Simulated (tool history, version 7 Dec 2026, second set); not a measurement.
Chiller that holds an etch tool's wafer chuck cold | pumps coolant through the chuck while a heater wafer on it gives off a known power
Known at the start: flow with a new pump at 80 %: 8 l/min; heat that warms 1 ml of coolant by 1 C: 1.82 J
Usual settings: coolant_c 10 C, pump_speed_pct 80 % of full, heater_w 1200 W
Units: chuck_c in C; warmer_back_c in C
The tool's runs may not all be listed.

run 1 hour=0 | coolant_c=10 pump_speed_pct=80 heater_w=1200 | chuck_c=22.3 warmer_back_c=4.93
run 2 hour=37.7 | coolant_c=10 pump_speed_pct=80 heater_w=1564 | chuck_c=26.1 warmer_back_c=6.44
run 3 hour=82 | coolant_c=10 pump_speed_pct=80 heater_w=1200 | chuck_c=22.2 warmer_back_c=4.94
run 4 hour=109.4 | coolant_c=10 pump_speed_pct=80 heater_w=1200 | chuck_c=22.2 warmer_back_c=4.99
run 5 hour=158.8 | coolant_c=10 pump_speed_pct=80 heater_w=1200 | chuck_c=22.1 warmer_back_c=4.97
run 6 hour=187.5 | coolant_c=10 pump_speed_pct=80 heater_w=1200 | chuck_c=22.2 warmer_back_c=5.03
run 7 hour=221.2 | coolant_c=10 pump_speed_pct=80 heater_w=1200 | chuck_c=22.4 warmer_back_c=5.06
run 8 hour=267.8 | coolant_c=10 pump_speed_pct=72 heater_w=1200 | chuck_c=23.3 warmer_back_c=5.62
run 9 hour=332.3 | coolant_c=18 pump_speed_pct=95 heater_w=964 | chuck_c=26.4 warmer_back_c=3.47
run 10 hour=369.5 | coolant_c=18 pump_speed_pct=95 heater_w=964 | chuck_c=26.3 warmer_back_c=3.5
run 11 hour=412 | coolant_c=10 pump_speed_pct=89 heater_w=1329 | chuck_c=22.5 warmer_back_c=5.05
run 12 hour=439.4 | coolant_c=10 pump_speed_pct=89 heater_w=1329 | chuck_c=22.2 warmer_back_c=5.07
run 13 hour=489.6 | coolant_c=10 pump_speed_pct=74 heater_w=1069 | chuck_c=21.6 warmer_back_c=4.96

Measured less the same run without the tool's hidden state. The same run-to-run variation is in both; the gauge's scatter may not be:
The hidden state here: heat passed by the chuck's channels, % of clean ones'; flow at a given pump speed, % of a new pump's; coolant's true temperature over the reading, C; drift of the gauge itself on chuck_c, C; drift of the gauge itself on warmer_back_c, C.
run=1 warmer_back_c=+0.01
run=2 warmer_back_c=+0.02
run=3 warmer_back_c=+0.03
run=4 warmer_back_c=+0.04
run=5 warmer_back_c=+0.05
run=6 warmer_back_c=+0.07
run=7 warmer_back_c=+0.08
run=8 warmer_back_c=+0.09
run=9 warmer_back_c=+0.11
run=10 warmer_back_c=+0.13
run=11 warmer_back_c=+0.14
run=12 warmer_back_c=+0.15
run=13 warmer_back_c=+0.17
chuck_c: 0 in every run.
